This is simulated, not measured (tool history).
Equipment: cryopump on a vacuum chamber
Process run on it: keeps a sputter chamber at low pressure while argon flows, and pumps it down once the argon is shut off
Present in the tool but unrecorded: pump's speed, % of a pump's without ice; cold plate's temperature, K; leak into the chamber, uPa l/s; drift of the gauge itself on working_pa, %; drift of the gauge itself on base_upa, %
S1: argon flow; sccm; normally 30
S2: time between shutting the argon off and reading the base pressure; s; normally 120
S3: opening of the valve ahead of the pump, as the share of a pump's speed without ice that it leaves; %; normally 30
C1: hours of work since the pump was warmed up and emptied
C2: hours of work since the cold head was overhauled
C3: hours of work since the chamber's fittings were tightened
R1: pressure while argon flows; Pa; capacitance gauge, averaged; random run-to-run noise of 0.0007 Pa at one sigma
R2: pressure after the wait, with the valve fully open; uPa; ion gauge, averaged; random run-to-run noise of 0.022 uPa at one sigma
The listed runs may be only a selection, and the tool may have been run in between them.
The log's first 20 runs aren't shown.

{"run": 21, "hour": 231.9, "S1": 30, "S2": 120, "S3": 40, "C1": 8, "C2": 500, "C3": 1042, "R1": 0.0935, "R2": 3.11}
{"run": 22, "hour": 246.7, "S1": 30, "S2": 120, "S3": 40, "C1": 17, "C2": 509, "C3": 1051, "R1": 0.0936, "R2": 3.16}
{"run": 23, "hour": 254.3, "S1": 56, "S2": 120, "S3": 25, "C1": 22, "C2": 513, "C3": 1056, "R1": 0.2791, "R2": 3.25}
{"run": 24, "hour": 260.9, "S1": 56, "S2": 120, "S3": 25, "C1": 26, "C2": 517, "C3": 1060, "R1": 0.2794, "R2": 3.23}
{"run": 25, "hour": 276.5, "S1": 31, "S2": 242, "S3": 17, "C1": 35, "C2": 527, "C3": 1069, "R1": 0.2249, "R2": 3.12}
{"run": 26, "hour": 285.8, "S1": 14, "S2": 36, "S3": 49, "C1": 41, "C2": 532, "C3": 1075, "R1": 0.0357, "R2": 4.06}
{"run": 27, "hour": 294.9, "S1": 25, "S2": 120, "S3": 37, "C1": 47, "C2": 538, "C3": 1081, "R1": 0.0845, "R2": 3.35}
{"run": 28, "hour": 310.0, "S1": 19, "S2": 63, "S3": 18, "C1": 56, "C2": 547, "C3": 1090, "R1": 0.1318, "R2": 3.53}
{"run": 29, "hour": 322.9, "S1": 19, "S2": 63, "S3": 18, "C1": 64, "C2": 555, "C3": 1098, "R1": 0.1324, "R2": 3.64}
{"run": 30, "hour": 332.7, "S1": 19, "S2": 63, "S3": 50, "C1": 70, "C2": 561, "C3": 1104, "R1": 0.0491, "R2": 3.62}
{"run": 31, "hour": 345.1, "S1": 19, "S2": 63, "S3": 50, "C1": 77, "C2": 568, "C3": 1111, "R1": 0.0492, "R2": 3.81}
{"run": 32, "hour": 358.3, "S1": 19, "S2": 63, "S3": 42, "C1": 85, "C2": 576, "C3": 1119, "R1": 0.0584, "R2": 3.71}
{"run": 33, "hour": 370.7, "S1": 19, "S2": 63, "S3": 42, "C1": 93, "C2": 584, "C3": 1127, "R1": 0.0573, "R2": 3.84}
{"run": 34, "hour": 379.9, "S1": 13, "S2": 121, "S3": 25, "C1": 98, "C2": 590, "C3": 1132, "R1": 0.0647, "R2": 3.54}

Branching from run 34: 4 alternative next runs. What would each branch give?
{"run": "A", "hour": 389.4, "S1": 17, "S2": 73, "S3": 30, "C1": 104, "C2": 595, "C3": 1138, "R1": "?", "R2": "?"}
{"run": "B", "hour": 389.4, "S1": 50, "S2": 120, "S3": 30, "C1": 104, "C2": 595, "C3": 1138, "R1": "?", "R2": "?"}
{"run": "C", "hour": 389.4, "S1": 15, "S2": 251, "S3": 48, "C1": 104, "C2": 595, "C3": 1138, "R1": "?", "R2": "?"}
{"run": "D", "hour": 389.4, "S1": 54, "S2": 120, "S3": 25, "C1": 104, "C2": 595, "C3": 1138, "R1": "?", "R2": "?"}

run=A R1=0.0713 R2=3.85
run=B R1=0.2113 R2=3.45
run=C R1=0.0397 R2=3.42
run=D R1=0.2705 R2=3.54
Stripped of hidden state, with their random variation kept, the same runs would have yielded:
run=A R1=0.0694 R2=0.75
run=B R1=0.2056 R2=0.53
run=C R1=0.038 R2=0.37
run=D R1=0.2644 R2=0.53

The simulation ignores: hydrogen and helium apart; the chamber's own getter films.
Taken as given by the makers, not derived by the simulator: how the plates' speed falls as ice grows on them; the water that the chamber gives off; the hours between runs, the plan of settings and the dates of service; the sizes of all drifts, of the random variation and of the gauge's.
